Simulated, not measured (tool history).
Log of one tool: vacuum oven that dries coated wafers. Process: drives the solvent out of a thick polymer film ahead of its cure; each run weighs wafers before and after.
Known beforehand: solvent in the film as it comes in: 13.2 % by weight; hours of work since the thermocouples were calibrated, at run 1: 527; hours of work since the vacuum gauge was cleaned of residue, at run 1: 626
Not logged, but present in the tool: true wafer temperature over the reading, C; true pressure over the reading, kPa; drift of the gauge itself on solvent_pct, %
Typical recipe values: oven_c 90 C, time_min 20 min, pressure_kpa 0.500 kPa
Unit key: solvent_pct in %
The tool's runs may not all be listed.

run,hour,oven_c,time_min,pressure_kpa,hours of work since the thermocouples were calibrated,hours of work since the vacuum gauge was cleaned of residue,solvent_pct
1,0.0,90,20,0.500,527,626,2.80
2,45.8,90,20,0.347,561,659,2.77
3,67.0,102,20,0.500,576,674,0.78
4,109.6,102,20,0.500,607,705,0.75
5,144.7,102,20,0.500,633,731,0.80
6,184.7,90,20,0.500,662,760,2.91
7,229.6,90,20,0.267,694,793,2.71
8,258.9,90,22,0.500,716,814,2.55
9,280.7,90,22,0.500,731,830,2.57
10,318.4,88,14,0.254,759,857,4.62
11,357.9,88,14,0.254,788,886,4.48
12,404.2,82,26,0.723,821,920,3.75
13,424.6,90,21,0.281,836,934,2.54
14,471.6,101,10,1.852,870,969,3.17
15,498.1,101,10,0.585,889,988,2.95
16,525.1,96,11,0.509,909,1007,3.77

4 options for the next run, each taken on its own from the tool as it stands now. Forecast them:
A,546.1,77,23,1.786,924,1023,?
B,546.1,81,24,0.690,924,1023,?
C,546.1,90,23,0.500,924,1023,?
D,546.1,80,10,1.622,924,1023,?

run,solvent_pct
A,5.66
B,4.39
C,2.28
D,7.78
Had the tool no hidden state, the same runs would have come out as:
run,solvent_pct
A,5.68
B,4.41
C,2.29
D,7.80
